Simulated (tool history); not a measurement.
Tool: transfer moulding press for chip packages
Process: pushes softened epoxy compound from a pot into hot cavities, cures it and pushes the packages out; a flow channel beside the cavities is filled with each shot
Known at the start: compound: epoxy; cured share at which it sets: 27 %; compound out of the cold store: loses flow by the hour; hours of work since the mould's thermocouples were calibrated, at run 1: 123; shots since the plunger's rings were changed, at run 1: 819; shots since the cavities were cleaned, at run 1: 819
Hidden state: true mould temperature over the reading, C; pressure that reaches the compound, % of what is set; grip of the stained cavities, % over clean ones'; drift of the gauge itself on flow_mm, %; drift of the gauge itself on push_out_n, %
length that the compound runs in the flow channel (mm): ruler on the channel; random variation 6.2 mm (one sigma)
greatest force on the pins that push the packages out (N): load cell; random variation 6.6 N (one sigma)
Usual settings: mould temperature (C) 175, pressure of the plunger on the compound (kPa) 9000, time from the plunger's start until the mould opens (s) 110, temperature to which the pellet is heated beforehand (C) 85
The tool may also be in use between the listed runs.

run	hour	mould temperature (C)	pressure of the plunger on the compound (kPa)	time from the plunger's start until the mould opens (s)	temperature to which the pellet is heated beforehand (C)	hours of work since the mould's thermocouples were calibrated	shots since the plunger's rings were changed	shots since the cavities were cleaned	incoming compound's hours out of the cold store	length that the compound runs in the flow channel (mm)	greatest force on the pins that push the packages out (N)
1	0.0	175	9000	110	85	123	819	819	28.0	791	358
2	8.2	175	9000	145	85	129	916	916	24.2	817	356
3	19.6	175	10490	110	85	138	1049	1049	23.6	874	385
# hour 26.4: cavities cleaned with cleaning compound and waxed
4	30.1	175	9010	110	85	145	1156	44	15.2	850	385
5	41.5	175	9010	110	85	153	1290	178	26.8	788	396
6	53.5	175	9010	110	85	162	1431	319	36.7	746	410
7	58.6	175	9010	110	85	166	1491	379	14.7	842	422
8	70.5	175	9010	110	85	175	1631	519	8.2	871	424
9	77.0	175	9010	110	85	180	1708	596	41.5	721	393
10	82.8	175	9010	110	85	184	1776	664	26.2	786	403
11	95.0	175	9010	110	85	193	1919	807	42.5	712	422
# hour 99.0: cavities cleaned with cleaning compound and waxed, once more
12	102.4	176	9000	110	85	198	1988	39	20.6	801	274
13	114.5	176	9000	111	85	207	2131	182	37.3	734	294
14	124.8	176	9000	111	85	214	2253	304	10.5	851	316
15	134.2	176	9000	111	85	221	2363	414	12.0	837	313
16	143.9	176	9000	111	85	229	2478	529	24.7	770	327
17	152.6	177	7140	130	87	235	2579	630	34.6	658	341
18	159.0	180	7140	130	87	240	2655	706	41.1	616	325
19	165.1	177	7140	130	87	245	2727	778	21.3	698	336
20	173.0	177	7140	115	94	250	2820	871	20.3	701	359
21	182.2	175	9000	110	81	257	2928	979	10.0	827	383
22	188.0	175	9000	110	81	262	2996	1047	41.4	712	383
# hour 194.9: cavities cleaned with cleaning compound and waxed
23	200.5	174	9000	97	77	270	3125	66	9.0	840	316
24	211.2	172	7640	121	94	278	3251	192	14.9	759	303
25	217.2	182	9730	91	92	282	3323	264	20.7	785	292
26	226.6	182	9670	91	78	289	3433	374	30.9	743	315
# hour 235.8: plunger's sealing rings changed
27	236.1	179	8410	110	85	295	3	456	27.5	760	308
28	241.5	179	8410	110	85	299	66	519	9.1	842	323

5 ways to go on from here, each from the tool as it stands after run 28. What would each give?
A	252.9	179	8650	96	85	307	201	654	29.1	?	?
B	252.9	179	8410	130	85	307	201	654	44.7	?	?
C	252.9	179	8410	110	89	307	201	654	20.9	?	?
D	252.9	168	8410	140	77	307	201	654	31.9	?	?
E	252.9	167	8300	110	85	307	201	654	20.5	?	?

run	length that the compound runs in the flow channel (mm)	greatest force on the pins that push the packages out (N)
A	759	355
B	686	332
C	781	326
D	786	347
E	836	459
Without the tool's hidden state the same runs would have given:
run	length that the compound runs in the flow channel (mm)	greatest force on the pins that push the packages out (N)
A	767	267
B	693	248
C	789	244
D	795	261
E	845	357

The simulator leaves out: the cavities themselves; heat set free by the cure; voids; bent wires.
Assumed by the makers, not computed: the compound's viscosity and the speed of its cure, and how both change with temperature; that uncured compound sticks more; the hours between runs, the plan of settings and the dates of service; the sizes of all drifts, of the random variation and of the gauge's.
